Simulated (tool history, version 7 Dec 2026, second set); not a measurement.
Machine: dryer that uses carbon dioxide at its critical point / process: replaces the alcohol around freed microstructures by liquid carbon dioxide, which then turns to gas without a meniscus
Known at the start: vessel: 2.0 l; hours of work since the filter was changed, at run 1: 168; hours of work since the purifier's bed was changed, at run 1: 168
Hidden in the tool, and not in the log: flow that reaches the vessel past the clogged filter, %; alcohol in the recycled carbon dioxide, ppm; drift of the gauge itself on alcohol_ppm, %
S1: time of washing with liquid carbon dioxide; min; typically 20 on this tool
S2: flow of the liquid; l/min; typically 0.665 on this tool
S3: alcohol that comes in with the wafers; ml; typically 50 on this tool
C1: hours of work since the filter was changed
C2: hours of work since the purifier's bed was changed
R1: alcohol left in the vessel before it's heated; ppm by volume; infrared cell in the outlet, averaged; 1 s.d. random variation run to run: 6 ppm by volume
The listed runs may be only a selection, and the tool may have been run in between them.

run     day  S1     S2   S3   C1   C2    R1
  1       0  20  0.665   50  168  168   457
  2   0.254  20  0.665   50  170  170   477
  3   0.438  20  0.665   50  172  172   474
  4   0.767  20  0.665   50  175  175   492
  5   1.092  17  0.665   50  179  179   847
  6   1.521  17  0.665   50  183  183   853
  7   1.938  17  0.665   50  187  187   884
  8   2.271  16  0.665   50  191  191  1067
  9   2.642  16  0.665   50  195  195  1047
 10   3.079  20  0.665   50  199  199   519
 11   3.262  20  0.665   50  201  201   543
      3.508  -- inlet filter changed
 12   3.558  20  0.665   50    0  203   274
 13   3.771  20  0.665   50    3  206   284
 14   4.212  20  0.665   50    7  210   279
 15   4.604  15  0.665   50   11  214   802
 16   4.867  18  0.665   50   14  217   424
 17   5.238  20  0.665   50   18  220   298
 18   5.621  20  0.665   50   21  224   305
 19   5.979  20  0.665   50   25  228   311
 20   6.412  20  0.403   50   30  232  1528
 21   6.808  20  0.403   50   34  236  1600
 22    7.25  20  0.403   50   38  241  1597
 23   7.567  20   0.65   50   41  244   351
 24   7.875  20  1.075   50   44  247    94
 25   8.075  20  1.087   68   46  249    91
 26   8.329  20  1.087   61   49  252    92
 27   8.508  28  0.681   50   51  254   110
 28   8.862  28  0.911   89   54  257    67
 29   9.133  28  0.911   89   57  260    81
 30   9.467  20  0.578   23   61  263   302
 31   9.879  24  0.665   24   65  268   144
 32  10.212  15  0.694  104   68  271  1646
 33  10.533  22  0.597  104   71  274   723
 34  10.792  22  0.597  104   74  277   735
 35  11.246  20  1.113   55   79  282    93
 36  11.496  22  1.007   36   81  284    93
 37  11.729  13  0.625   50   84  287  1784
 38  12.008  13  0.625   50   86  289  1797
 39    12.4  25  0.665   88   90  293   271
 40  12.612  25  0.665   88   93  295   280
 41  12.942  20  0.903  105   96  299   219
 42  13.221  20  0.903  105   99  302   235
 43  13.446  20  0.903  105  101  304   233
 44  13.792  20  0.656   95  105  307   743
 45  14.004  15  0.665   50  107  310  1053
 46  14.238  29  0.665   76  109  312   152
 47  14.417  20  1.045   51  111  314   117
 48  14.804  22  0.718   50  115  318   246

Describe how what the log doesn't record of the tool's condition differs between the last listed run preceding each entry between runs and the first listed run following it.
From run 11 to run 12: inlet filter changed (day 3.508)
  flow that reaches the vessel past the clogged filter, %: 83.6 -> 99.7; alcohol in the recycled carbon dioxide, ppm: 58.7 -> 59.4
  measured value less the no-hidden-state value, R1: +316 -> +57 ppm by volume
